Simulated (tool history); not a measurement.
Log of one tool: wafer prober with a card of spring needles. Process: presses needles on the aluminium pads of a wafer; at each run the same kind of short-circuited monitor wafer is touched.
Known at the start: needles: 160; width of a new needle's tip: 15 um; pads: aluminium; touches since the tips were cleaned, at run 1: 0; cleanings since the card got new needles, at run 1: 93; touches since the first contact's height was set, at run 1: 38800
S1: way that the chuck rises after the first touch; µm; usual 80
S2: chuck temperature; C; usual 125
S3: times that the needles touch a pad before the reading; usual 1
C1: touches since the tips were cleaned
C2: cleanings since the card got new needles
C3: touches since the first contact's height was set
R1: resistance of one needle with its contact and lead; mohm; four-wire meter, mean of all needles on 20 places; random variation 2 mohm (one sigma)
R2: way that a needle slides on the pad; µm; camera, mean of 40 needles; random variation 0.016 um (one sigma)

{"run": 1, "hour": 0.0, "S1": 80, "S2": 125, "S3": 1, "C1": 0, "C2": 93, "C3": 38800, "R1": 284, "R2": 14.11}
{"hour": 9.1, "done": "tips cleaned on abrasive film"}
{"hour": 18.2, "done": "tips cleaned on abrasive film"}
{"hour": 25.4, "done": "tips cleaned on abrasive film"}
{"hour": 32.7, "done": "tips cleaned on abrasive film"}
{"hour": 41.8, "done": "tips cleaned on abrasive film"}
{"hour": 50.9, "done": "tips cleaned on abrasive film"}
{"hour": 54.8, "done": "height of the first contact set anew"}
{"hour": 60.3, "done": "tips cleaned on abrasive film"}
{"hour": 69.4, "done": "tips cleaned on abrasive film"}
{"run": 2, "hour": 71.6, "S1": 80, "S2": 125, "S3": 1, "C1": 1434, "C2": 101, "C3": 10689, "R1": 295, "R2": 14.22}
{"hour": 77.1, "done": "tips cleaned on abrasive film"}
{"hour": 84.4, "done": "tips cleaned on abrasive film"}
{"hour": 91.6, "done": "tips cleaned on abrasive film"}
{"hour": 98.9, "done": "tips cleaned on abrasive film"}
{"hour": 106.2, "done": "tips cleaned on abrasive film"}
{"hour": 115.3, "done": "tips cleaned on abrasive film"}
{"hour": 122.6, "done": "tips cleaned on abrasive film"}
{"hour": 129.9, "done": "tips cleaned on abrasive film"}
{"hour": 138.9, "done": "tips cleaned on abrasive film"}
{"run": 3, "hour": 140.6, "S1": 80, "S2": 125, "S3": 1, "C1": 1043, "C2": 110, "C3": 54539, "R1": 293, "R2": 14.06}
{"hour": 147.8, "done": "tips cleaned on abrasive film"}
{"hour": 155.1, "done": "tips cleaned on abrasive film"}
{"hour": 164.2, "done": "tips cleaned on abrasive film"}
{"hour": 169.9, "done": "height of the first contact set anew"}
{"hour": 171.8, "done": "tips cleaned on abrasive film"}
{"hour": 179.1, "done": "tips cleaned on abrasive film"}
{"hour": 186.4, "done": "tips cleaned on abrasive film"}
{"hour": 195.5, "done": "tips cleaned on abrasive film"}
{"hour": 204.5, "done": "tips cleaned on abrasive film"}
{"hour": 211.8, "done": "tips cleaned on abrasive film"}
{"hour": 219.1, "done": "tips cleaned on abrasive film"}
{"hour": 226.4, "done": "tips cleaned on abrasive film"}
{"hour": 233.7, "done": "tips cleaned on abrasive film"}
{"run": 4, "hour": 235.3, "S1": 80, "S2": 125, "S3": 1, "C1": 1033, "C2": 122, "C3": 41527, "R1": 296, "R2": 14.09}
{"hour": 242.6, "done": "tips cleaned on abrasive film"}
{"hour": 251.6, "done": "tips cleaned on abrasive film"}
{"hour": 258.9, "done": "tips cleaned on abrasive film"}
{"hour": 266.2, "done": "tips cleaned on abrasive film"}
{"hour": 275.3, "done": "tips cleaned on abrasive film"}
{"hour": 282.6, "done": "tips cleaned on abrasive film"}
{"hour": 286.5, "done": "height of the first contact set anew"}
{"hour": 292.0, "done": "tips cleaned on abrasive film"}
{"hour": 301.0, "done": "tips cleaned on abrasive film"}
{"hour": 308.9, "done": "tips cleaned on abrasive film"}
{"run": 5, "hour": 308.9, "S1": 80, "S2": 125, "S3": 1, "C1": 0, "C2": 131, "C3": 14239, "R1": 288, "R2": 14.2}
{"hour": 316.2, "done": "tips cleaned on abrasive film"}
{"hour": 323.5, "done": "tips cleaned on abrasive film"}
{"hour": 330.7, "done": "tips cleaned on abrasive film"}
{"hour": 339.8, "done": "tips cleaned on abrasive film"}
{"hour": 348.9, "done": "tips cleaned on abrasive film"}
{"hour": 356.2, "done": "tips cleaned on abrasive film"}
{"run": 6, "hour": 362.3, "S1": 80, "S2": 125, "S3": 1, "C1": 3966, "C2": 137, "C3": 48287, "R1": 308, "R2": 14.09}
{"hour": 364.2, "done": "tips cleaned on abrasive film"}
{"hour": 371.5, "done": "tips cleaned on abrasive film"}
{"hour": 378.8, "done": "tips cleaned on abrasive film"}
{"hour": 387.9, "done": "tips cleaned on abrasive film"}
{"hour": 395.2, "done": "tips cleaned on abrasive film"}
{"hour": 402.7, "done": "height of the first contact set anew"}
{"hour": 404.6, "done": "tips cleaned on abrasive film"}
{"run": 7, "hour": 408.6, "S1": 80, "S2": 125, "S3": 1, "C1": 2575, "C2": 143, "C3": 3732, "R1": 307, "R2": 14.21}
{"hour": 412.3, "done": "tips cleaned on abrasive film"}
{"hour": 419.5, "done": "tips cleaned on abrasive film"}
{"hour": 426.8, "done": "tips cleaned on abrasive film"}
{"hour": 435.9, "done": "tips cleaned on abrasive film"}
{"hour": 443.2, "done": "tips cleaned on abrasive film"}
{"hour": 450.5, "done": "tips cleaned on abrasive film"}
{"hour": 459.6, "done": "tips cleaned on abrasive film"}
{"hour": 466.8, "done": "tips cleaned on abrasive film"}
{"hour": 474.1, "done": "tips cleaned on abrasive film"}
{"hour": 481.4, "done": "tips cleaned on abrasive film"}
{"run": 8, "hour": 487.0, "S1": 80, "S2": 33, "S3": 1, "C1": 3628, "C2": 153, "C3": 53641, "R1": 289, "R2": 14.05}
{"hour": 488.9, "done": "tips cleaned on abrasive film"}
{"hour": 496.2, "done": "tips cleaned on abrasive film"}
{"hour": 505.3, "done": "tips cleaned on abrasive film"}
{"hour": 512.6, "done": "tips cleaned on abrasive film"}
{"hour": 518.3, "done": "height of the first contact set anew"}
{"hour": 522.0, "done": "tips cleaned on abrasive film"}
{"hour": 534.0, "done": "card fitted with new needles"}
{"run": 9, "hour": 540.5, "S1": 86, "S2": 125, "S3": 1, "C1": 4191, "C2": 0, "C3": 4191, "R1": 294, "R2": 15.3}
{"hour": 542.4, "done": "tips cleaned on abrasive film"}
{"hour": 549.7, "done": "tips cleaned on abrasive film"}
{"hour": 558.7, "done": "tips cleaned on abrasive film"}
{"hour": 566.0, "done": "tips cleaned on abrasive film"}
{"hour": 575.1, "done": "tips cleaned on abrasive film"}
{"hour": 583.8, "done": "tips cleaned on abrasive film"}
{"run": 10, "hour": 583.8, "S1": 86, "S2": 125, "S3": 1, "C1": 0, "C2": 6, "C3": 31687, "R1": 286, "R2": 15.22}
{"hour": 591.1, "done": "tips cleaned on abrasive film"}
{"hour": 598.3, "done": "tips cleaned on abrasive film"}
{"hour": 607.4, "done": "tips cleaned on abrasive film"}
{"hour": 614.7, "done": "tips cleaned on abrasive film"}
{"hour": 623.8, "done": "tips cleaned on abrasive film"}
{"hour": 632.0, "done": "tips cleaned on abrasive film"}
{"run": 11, "hour": 632.0, "S1": 75, "S2": 125, "S3": 1, "C1": 0, "C2": 12, "C3": 62344, "R1": 286, "R2": 13.16}
{"hour": 641.0, "done": "tips cleaned on abrasive film"}
{"hour": 650.1, "done": "tips cleaned on abrasive film"}
{"hour": 650.4, "done": "height of the first contact set anew"}
{"hour": 659.5, "done": "tips cleaned on abrasive film"}
{"hour": 666.8, "done": "tips cleaned on abrasive film"}
{"hour": 674.1, "done": "tips cleaned on abrasive film"}
{"hour": 681.4, "done": "tips cleaned on abrasive film"}
{"hour": 690.4, "done": "tips cleaned on abrasive film"}
{"hour": 697.7, "done": "tips cleaned on abrasive film"}
{"hour": 706.8, "done": "tips cleaned on abrasive film"}
{"run": 12, "hour": 710.4, "S1": 70, "S2": 102, "S3": 2, "C1": 2322, "C2": 21, "C3": 38187, "R1": 288, "R2": 12.34}
{"hour": 714.2, "done": "tips cleaned on abrasive film"}
{"hour": 721.5, "done": "tips cleaned on abrasive film"}
{"hour": 728.7, "done": "tips cleaned on abrasive film"}
{"hour": 737.8, "done": "tips cleaned on abrasive film"}
{"hour": 746.9, "done": "tips cleaned on abrasive film"}
{"hour": 754.2, "done": "tips cleaned on abrasive film"}
{"run": 13, "hour": 755.7, "S1": 70, "S2": 51, "S3": 2, "C1": 976, "C2": 27, "C3": 66969, "R1": 268, "R2": 12.25}
{"hour": 763.0, "done": "tips cleaned on abrasive film"}
{"hour": 766.9, "done": "height of the first contact set anew"}
{"hour": 770.6, "done": "tips cleaned on abrasive film"}
{"hour": 777.9, "done": "tips cleaned on abrasive film"}
{"hour": 785.1, "done": "tips cleaned on abrasive film"}
{"hour": 794.2, "done": "tips cleaned on abrasive film"}
{"hour": 803.3, "done": "tips cleaned on abrasive film"}
{"hour": 810.6, "done": "tips cleaned on abrasive film"}
{"hour": 819.7, "done": "tips cleaned on abrasive film"}
{"hour": 827.0, "done": "tips cleaned on abrasive film"}
{"hour": 834.2, "done": "tips cleaned on abrasive film"}
{"hour": 841.5, "done": "tips cleaned on abrasive film"}
{"run": 14, "hour": 844.8, "S1": 89, "S2": 97, "S3": 2, "C1": 2106, "C2": 38, "C3": 49542, "R1": 278, "R2": 15.7}
{"hour": 850.3, "done": "tips cleaned on abrasive film"}
{"hour": 857.6, "done": "tips cleaned on abrasive film"}
{"hour": 864.9, "done": "tips cleaned on abrasive film"}
{"hour": 873.9, "done": "tips cleaned on abrasive film"}
{"hour": 881.2, "done": "tips cleaned on abrasive film"}
{"hour": 883.3, "done": "height of the first contact set anew"}
{"hour": 888.8, "done": "tips cleaned on abrasive film"}
{"hour": 896.1, "done": "tips cleaned on abrasive film"}
{"hour": 903.4, "done": "tips cleaned on abrasive film"}
{"hour": 910.7, "done": "tips cleaned on abrasive film"}
{"run": 15, "hour": 912.0, "S1": 89, "S2": 27, "S3": 2, "C1": 837, "C2": 47, "C3": 18192, "R1": 261, "R2": 15.76}
{"hour": 919.2, "done": "tips cleaned on abrasive film"}
{"hour": 926.5, "done": "tips cleaned on abrasive film"}
{"hour": 935.6, "done": "tips cleaned on abrasive film"}
{"hour": 942.9, "done": "tips cleaned on abrasive film"}
{"hour": 950.2, "done": "tips cleaned on abrasive film"}
{"hour": 959.3, "done": "tips cleaned on abrasive film"}
{"hour": 968.3, "done": "tips cleaned on abrasive film"}
{"run": 16, "hour": 969.6, "S1": 89, "S2": 27, "S3": 2, "C1": 810, "C2": 54, "C3": 54868, "R1": 254, "R2": 15.65}
{"hour": 976.9, "done": "tips cleaned on abrasive film"}
{"hour": 984.2, "done": "tips cleaned on abrasive film"}
{"hour": 991.5, "done": "tips cleaned on abrasive film"}
{"hour": 998.7, "done": "tips cleaned on abrasive film"}
{"hour": 999.0, "done": "height of the first contact set anew"}
{"hour": 1006.3, "done": "tips cleaned on abrasive film"}
{"hour": 1013.6, "done": "tips cleaned on abrasive film"}
{"hour": 1022.7, "done": "tips cleaned on abrasive film"}
{"hour": 1030.0, "done": "tips cleaned on abrasive film"}
{"hour": 1037.3, "done": "tips cleaned on abrasive film"}
{"run": 17, "hour": 1039.1, "S1": 98, "S2": 29, "S3": 1, "C1": 1157, "C2": 63, "C3": 25453, "R1": 261, "R2": 17.38}
{"hour": 1044.6, "done": "tips cleaned on abrasive film"}
{"hour": 1053.6, "done": "tips cleaned on abrasive film"}
{"hour": 1062.7, "done": "tips cleaned on abrasive film"}
{"hour": 1071.8, "done": "tips cleaned on abrasive film"}
{"hour": 1080.9, "done": "tips cleaned on abrasive film"}
{"hour": 1090.0, "done": "tips cleaned on abrasive film"}
{"hour": 1097.2, "done": "tips cleaned on abrasive film"}
{"hour": 1104.5, "done": "tips cleaned on abrasive film"}
{"run": 18, "hour": 1110.1, "S1": 98, "S2": 29, "S3": 1, "C1": 3603, "C2": 71, "C3": 70706, "R1": 273, "R2": 17.25}
{"hour": 1112.0, "done": "tips cleaned on abrasive film"}
{"hour": 1114.1, "done": "height of the first contact set anew"}
{"hour": 1121.4, "done": "tips cleaned on abrasive film"}
{"hour": 1130.5, "done": "tips cleaned on abrasive film"}
{"hour": 1137.8, "done": "tips cleaned on abrasive film"}
{"hour": 1145.1, "done": "tips cleaned on abrasive film"}
{"hour": 1152.3, "done": "tips cleaned on abrasive film"}
{"hour": 1159.6, "done": "tips cleaned on abrasive film"}
{"run": 19, "hour": 1160.9, "S1": 75, "S2": 25, "S3": 2, "C1": 840, "C2": 78, "C3": 29765, "R1": 263, "R2": 13.26}

3 ways to go on from here, each from the tool as it stands after run 19. What would each give?
{"hour": 1168.2, "done": "tips cleaned on abrasive film"}
{"hour": 1177.3, "done": "tips cleaned on abrasive film"}
{"hour": 1186.4, "done": "tips cleaned on abrasive film"}
{"hour": 1193.7, "done": "tips cleaned on abrasive film"}
{"hour": 1202.7, "done": "tips cleaned on abrasive film"}
{"hour": 1210.0, "done": "tips cleaned on abrasive film"}
{"hour": 1217.3, "done": "tips cleaned on abrasive film"}
{"hour": 1226.4, "done": "tips cleaned on abrasive film"}
{"hour": 1230.3, "done": "height of the first contact set anew"}
{"hour": 1234.0, "done": "tips cleaned on abrasive film"}
{"hour": 1243.1, "done": "tips cleaned on abrasive film"}
{"run": "A", "hour": 1243.6, "S1": 74, "S2": 25, "S3": 2, "C1": 366, "C2": 88, "C3": 8465, "R1": "?", "R2": "?"}
{"hour": 1168.2, "done": "tips cleaned on abrasive film"}
{"hour": 1177.3, "done": "tips cleaned on abrasive film"}
{"hour": 1186.4, "done": "tips cleaned on abrasive film"}
{"hour": 1193.7, "done": "tips cleaned on abrasive film"}
{"hour": 1202.7, "done": "tips cleaned on abrasive film"}
{"hour": 1210.0, "done": "tips cleaned on abrasive film"}
{"hour": 1217.3, "done": "tips cleaned on abrasive film"}
{"hour": 1226.4, "done": "tips cleaned on abrasive film"}
{"hour": 1230.3, "done": "height of the first contact set anew"}
{"hour": 1234.0, "done": "tips cleaned on abrasive film"}
{"hour": 1243.1, "done": "tips cleaned on abrasive film"}
{"run": "B", "hour": 1243.6, "S1": 80, "S2": 125, "S3": 1, "C1": 366, "C2": 88, "C3": 8465, "R1": "?", "R2": "?"}
{"hour": 1168.2, "done": "tips cleaned on abrasive film"}
{"hour": 1177.3, "done": "tips cleaned on abrasive film"}
{"hour": 1186.4, "done": "tips cleaned on abrasive film"}
{"hour": 1193.7, "done": "tips cleaned on abrasive film"}
{"hour": 1202.7, "done": "tips cleaned on abrasive film"}
{"hour": 1210.0, "done": "tips cleaned on abrasive film"}
{"hour": 1217.3, "done": "tips cleaned on abrasive film"}
{"hour": 1226.4, "done": "tips cleaned on abrasive film"}
{"hour": 1230.3, "done": "height of the first contact set anew"}
{"hour": 1234.0, "done": "tips cleaned on abrasive film"}
{"hour": 1243.1, "done": "tips cleaned on abrasive film"}
{"run": "C", "hour": 1243.6, "S1": 80, "S2": 125, "S3": 2, "C1": 366, "C2": 88, "C3": 8465, "R1": "?", "R2": "?"}

run=A R1=259 R2=13.14
run=B R1=291 R2=14.24
run=C R1=288 R2=14.22
Without the tool's hidden state the same runs would have given:
run=A R1=253 R2=13.18
run=B R1=284 R2=14.27
run=C R1=283 R2=14.26

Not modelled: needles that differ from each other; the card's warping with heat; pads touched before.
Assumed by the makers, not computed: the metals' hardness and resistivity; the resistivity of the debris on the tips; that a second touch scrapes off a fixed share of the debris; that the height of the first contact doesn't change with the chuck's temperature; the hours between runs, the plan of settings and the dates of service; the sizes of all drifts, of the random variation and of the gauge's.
